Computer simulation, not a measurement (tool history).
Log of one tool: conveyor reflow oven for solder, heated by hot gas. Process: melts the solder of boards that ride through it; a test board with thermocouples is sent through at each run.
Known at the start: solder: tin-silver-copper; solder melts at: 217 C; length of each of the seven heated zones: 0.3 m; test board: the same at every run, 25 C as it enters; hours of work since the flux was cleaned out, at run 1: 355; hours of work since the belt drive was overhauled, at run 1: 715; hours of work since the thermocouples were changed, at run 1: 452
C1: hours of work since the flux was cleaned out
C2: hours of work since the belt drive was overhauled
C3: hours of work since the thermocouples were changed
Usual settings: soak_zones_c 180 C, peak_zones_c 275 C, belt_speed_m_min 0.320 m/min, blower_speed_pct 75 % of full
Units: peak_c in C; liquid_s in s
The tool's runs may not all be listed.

run 1 hour=0.0 | soak_zones_c=180 peak_zones_c=275 belt_speed_m_min=0.320 blower_speed_pct=75 | C1=355 C2=715 C3=452 | peak_c=263.3 liquid_s=98.8
-- hour=28.5 flux residue cleaned out of gas plates and filters
run 2 hour=32.9 | soak_zones_c=180 peak_zones_c=275 belt_speed_m_min=0.320 blower_speed_pct=75 | C1=3 C2=735 C3=471 | peak_c=264.1 liquid_s=99.0
run 3 hour=57.3 | soak_zones_c=180 peak_zones_c=275 belt_speed_m_min=0.320 blower_speed_pct=75 | C1=20 C2=752 C3=488 | peak_c=263.6 liquid_s=98.3
run 4 hour=83.1 | soak_zones_c=180 peak_zones_c=285 belt_speed_m_min=0.320 blower_speed_pct=75 | C1=38 C2=770 C3=506 | peak_c=272.5 liquid_s=104.4
run 5 hour=116.9 | soak_zones_c=180 peak_zones_c=285 belt_speed_m_min=0.320 blower_speed_pct=75 | C1=62 C2=794 C3=530 | peak_c=272.1 liquid_s=104.2
run 6 hour=164.5 | soak_zones_c=180 peak_zones_c=285 belt_speed_m_min=0.320 blower_speed_pct=75 | C1=95 C2=827 C3=564 | peak_c=272.5 liquid_s=104.5
run 7 hour=196.8 | soak_zones_c=180 peak_zones_c=285 belt_speed_m_min=0.320 blower_speed_pct=75 | C1=118 C2=850 C3=586 | peak_c=272.2 liquid_s=104.2
run 8 hour=233.7 | soak_zones_c=165 peak_zones_c=285 belt_speed_m_min=0.320 blower_speed_pct=75 | C1=144 C2=876 C3=612 | peak_c=270.7 liquid_s=97.0
run 9 hour=279.6 | soak_zones_c=180 peak_zones_c=275 belt_speed_m_min=0.320 blower_speed_pct=54 | C1=176 C2=908 C3=644 | peak_c=257.0 liquid_s=91.8
run 10 hour=301.2 | soak_zones_c=180 peak_zones_c=275 belt_speed_m_min=0.320 blower_speed_pct=54 | C1=191 C2=923 C3=659 | peak_c=257.9 liquid_s=92.0
run 11 hour=329.2 | soak_zones_c=180 peak_zones_c=282 belt_speed_m_min=0.320 blower_speed_pct=75 | C1=211 C2=943 C3=679 | peak_c=270.1 liquid_s=102.9
run 12 hour=370.0 | soak_zones_c=180 peak_zones_c=282 belt_speed_m_min=0.320 blower_speed_pct=58 | C1=240 C2=971 C3=708 | peak_c=264.2 liquid_s=98.4
run 13 hour=404.4 | soak_zones_c=191 peak_zones_c=275 belt_speed_m_min=0.314 blower_speed_pct=52 | C1=264 C2=996 C3=732 | peak_c=258.5 liquid_s=101.6
-- hour=410.6 thermocouples of zones 6 and 7 changed
run 14 hour=428.3 | soak_zones_c=175 peak_zones_c=282 belt_speed_m_min=0.320 blower_speed_pct=71 | C1=279 C2=1011 C3=12 | peak_c=268.1 liquid_s=99.3
run 15 hour=451.2 | soak_zones_c=175 peak_zones_c=282 belt_speed_m_min=0.320 blower_speed_pct=71 | C1=295 C2=1027 C3=28 | peak_c=267.5 liquid_s=99.1
run 16 hour=483.7 | soak_zones_c=180 peak_zones_c=275 belt_speed_m_min=0.295 blower_speed_pct=75 | C1=318 C2=1050 C3=51 | peak_c=265.7 liquid_s=109.2
run 17 hour=517.3 | soak_zones_c=180 peak_zones_c=267 belt_speed_m_min=0.311 blower_speed_pct=75 | C1=342 C2=1073 C3=75 | peak_c=257.4 liquid_s=96.6
run 18 hour=546.1 | soak_zones_c=180 peak_zones_c=267 belt_speed_m_min=0.294 blower_speed_pct=75 | C1=362 C2=1094 C3=95 | peak_c=258.4 liquid_s=103.9

Hidden state at the last listed run before each entry between runs and at the first one after, where it differs:
Between runs 1 and 2: flux residue cleaned out of gas plates and filters (hour 28.5)
  heat that the gas passes to the board, % of a clean oven's: 99.1 -> 99.9; true gas temperature in zones 6 and 7 over the reading, C: -0.03 -> -0.04
Between runs 13 and 14: thermocouples of zones 6 and 7 changed (hour 410.6)
  true gas temperature in zones 6 and 7 over the reading, C: -0.06 -> -0.03
